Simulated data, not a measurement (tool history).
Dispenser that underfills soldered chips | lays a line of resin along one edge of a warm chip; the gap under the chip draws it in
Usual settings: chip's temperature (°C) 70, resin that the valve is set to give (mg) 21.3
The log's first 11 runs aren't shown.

run,hour,chip's temperature (°C),resin that the valve is set to give (mg),hours of work since the syringe was changed,hours of work since the valve was cleaned,hours of work since the stage was calibrated,time until the resin shows at the far edge (s),resin that the valve gave (mg)
# hour 107.9: new syringe of resin
12,113.4,70,21.3,4,29,237,526.3,20.56
# hour 118.3: new syringe of resin
13,120.1,70,21.3,1,34,242,410.5,20.53
# hour 128.2: new syringe of resin
14,133.2,84,21.3,4,44,252,250.7,20.39
# hour 135.3: dispensing valve cleaned and set on the balance
# hour 139.2: new syringe of resin
15,144,84,21.3,4,7,259,263.9,21.28
# hour 149: new syringe of resin
16,151.4,58,21.3,2,12,265,766.5,21.11
# hour 159.3: new syringe of resin
17,161.1,58,25.5,1,19,272,745.9,24.98
# hour 169.5: new syringe of resin
18,169.9,56,19,0,26,279,781.6,18.61
# hour 179.8: new syringe of resin
19,181.5,62,27.5,1,35,287,602.4,26.36
# hour 189.9: new syringe of resin
20,193.1,55,23,2,43,296,972.1,22.07
# hour 196.3: dispensing valve cleaned and set on the balance
# hour 201.2: new syringe of resin
21,205.1,58,19.9,3,7,304,876,19.66
# hour 210.9: new syringe of resin
22,216.9,58,22,5,15,313,999.1,21.61
# hour 220.8: new syringe of resin
23,223.2,60,21.7,2,20,318,730.9,21.31
# hour 230.7: new syringe of resin
24,231.6,56,21.7,1,26,324,813,21.12

Forecast run 25:
25,239.6,56,21.7,7,33,330,?,?

time until the resin shows at the far edge (s): 1281.1
resin that the valve gave (mg): 21.06
Without the tool's hidden state the same run would have given time until the resin shows at the far edge (s) 689.3, resin that the valve gave (mg) 21.76.
